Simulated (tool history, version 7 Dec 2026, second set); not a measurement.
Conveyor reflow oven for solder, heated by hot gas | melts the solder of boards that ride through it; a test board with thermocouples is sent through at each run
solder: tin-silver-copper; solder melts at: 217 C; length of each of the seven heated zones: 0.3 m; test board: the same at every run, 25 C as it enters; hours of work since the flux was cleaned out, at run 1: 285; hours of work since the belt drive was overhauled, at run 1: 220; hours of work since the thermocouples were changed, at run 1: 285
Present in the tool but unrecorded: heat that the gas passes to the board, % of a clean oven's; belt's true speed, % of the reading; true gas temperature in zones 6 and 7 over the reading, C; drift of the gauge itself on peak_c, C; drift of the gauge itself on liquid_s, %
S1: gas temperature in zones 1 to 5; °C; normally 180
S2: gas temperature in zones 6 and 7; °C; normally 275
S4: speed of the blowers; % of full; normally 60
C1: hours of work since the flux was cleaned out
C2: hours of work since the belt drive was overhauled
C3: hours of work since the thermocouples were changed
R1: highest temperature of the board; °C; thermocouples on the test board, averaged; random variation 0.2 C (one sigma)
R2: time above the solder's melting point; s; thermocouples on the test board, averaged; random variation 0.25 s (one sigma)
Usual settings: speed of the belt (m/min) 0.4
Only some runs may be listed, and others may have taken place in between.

run 1 hour=0 | S1=180 S2=275 speed_of_the_belt_(m/min)=0.4 S4=60 | C1=285 C2=220 C3=285 | R1=258.5 R2=74.7
run 2 hour=39.1 | S1=180 S2=275 speed_of_the_belt_(m/min)=0.4 S4=60 | C1=311 C2=247 C3=311 | R1=258.2 R2=74.6
run 3 hour=88.2 | S1=170 S2=275 speed_of_the_belt_(m/min)=0.4 S4=60 | C1=344 C2=280 C3=344 | R1=256.2 R2=68.9
run 4 hour=125 | S1=170 S2=275 speed_of_the_belt_(m/min)=0.4 S4=60 | C1=369 C2=304 C3=369 | R1=256.5 R2=68.9
run 5 hour=155.5 | S1=187 S2=275 speed_of_the_belt_(m/min)=0.4 S4=60 | C1=389 C2=325 C3=389 | R1=259.9 R2=78.9
run 6 hour=180.9 | S1=187 S2=275 speed_of_the_belt_(m/min)=0.4 S4=60 | C1=406 C2=342 C3=406 | R1=260.1 R2=79.3
run 7 hour=221.2 | S1=186 S2=275 speed_of_the_belt_(m/min)=0.4 S4=60 | C1=433 C2=369 C3=433 | R1=259.6 R2=78.3
run 8 hour=251.9 | S1=180 S2=275 speed_of_the_belt_(m/min)=0.4 S4=78 | C1=454 C2=390 C3=454 | R1=262.7 R2=78.6
run 9 hour=282.3 | S1=180 S2=275 speed_of_the_belt_(m/min)=0.4 S4=78 | C1=474 C2=410 C3=474 | R1=262.7 R2=78.4
-- hour=290.1 flux residue cleaned out of gas plates and filters
run 10 hour=325.4 | S1=180 S2=275 speed_of_the_belt_(m/min)=0.4 S4=78 | C1=24 C2=436 C3=500 | R1=261.1 R2=77.4
run 11 hour=361.7 | S1=180 S2=275 speed_of_the_belt_(m/min)=0.4 S4=60 | C1=48 C2=460 C3=524 | R1=256.8 R2=73.3
run 12 hour=392.9 | S1=180 S2=275 speed_of_the_belt_(m/min)=0.4 S4=60 | C1=69 C2=481 C3=545 | R1=257 R2=73.5
run 13 hour=443.1 | S1=180 S2=275 speed_of_the_belt_(m/min)=0.4 S4=60 | C1=103 C2=515 C3=579 | R1=256.8 R2=73.5
run 14 hour=467 | S1=180 S2=286 speed_of_the_belt_(m/min)=0.4 S4=60 | C1=119 C2=531 C3=595 | R1=266.7 R2=79.9
run 15 hour=497.2 | S1=180 S2=273 speed_of_the_belt_(m/min)=0.4 S4=60 | C1=139 C2=551 C3=615 | R1=255.2 R2=71.9
run 16 hour=519.7 | S1=180 S2=273 speed_of_the_belt_(m/min)=0.4 S4=60 | C1=154 C2=566 C3=630 | R1=255.5 R2=72.5

Run 17, settings as shown, results not yet in. Your forecast:
run 17 hour=545.3 | S1=180 S2=273 speed_of_the_belt_(m/min)=0.4 S4=60 | C1=171 C2=583 C3=647 | R1=? R2=?

R1: 255.6 °C
R2: 71.9 s
Without the tool's hidden state the same run would have given R1 257.3 °C, R2 73.2 s.

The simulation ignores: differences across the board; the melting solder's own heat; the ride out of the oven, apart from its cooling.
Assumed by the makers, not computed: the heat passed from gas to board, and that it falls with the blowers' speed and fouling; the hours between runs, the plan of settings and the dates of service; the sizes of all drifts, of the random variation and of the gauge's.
